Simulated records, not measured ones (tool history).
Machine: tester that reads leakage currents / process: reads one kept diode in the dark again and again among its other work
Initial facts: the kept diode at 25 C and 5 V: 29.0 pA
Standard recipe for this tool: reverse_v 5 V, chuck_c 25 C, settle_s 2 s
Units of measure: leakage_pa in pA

run	hour	reverse_v	chuck_c	settle_s	leakage_pa
1	0	5	25	2	30.52
2	34.8	5	25	2	30.72
3	96	5	25	2	30.75
4	142.6	5	25	7.55	29.99
5	201.8	5	25	2	31.01
6	232.7	1.16	25	2	12.95
7	273.6	1.16	25	2	12.98
8	325.6	1.16	25	2	13
9	386.2	5	25	2	31.28
10	425	5	45	2	133.8
11	490	5	45	2	133.78
12	527.3	5	22	2	25.45
13	596.1	5	22	2	25.77
14	643.8	11.33	43	3.09	186.01
15	682.9	2.58	43	0.54	80.6
16	744.7	1.81	31	1.92	26.65
17	775.4	1.81	31	0.33	28.36
18	825.2	1.81	31	0.33	28.33
19	866.8	14.57	27	0.33	86.58
20	912.5	2.41	28	2	25.29
21	951.6	4.24	27	0.38	36.89
22	988	4.24	27	0.38	36.91
23	1048.2	4.24	27	0.38	36.99
24	1109.2	18.84	58	0.38	699.31

The next listed run, before its measurement:
25	1170.7	1.73	38	1.21	?

leakage_pa: 43.53 pA
The same run, on a tool lacking any hidden state, would have yielded leakage_pa 45.08 pA.

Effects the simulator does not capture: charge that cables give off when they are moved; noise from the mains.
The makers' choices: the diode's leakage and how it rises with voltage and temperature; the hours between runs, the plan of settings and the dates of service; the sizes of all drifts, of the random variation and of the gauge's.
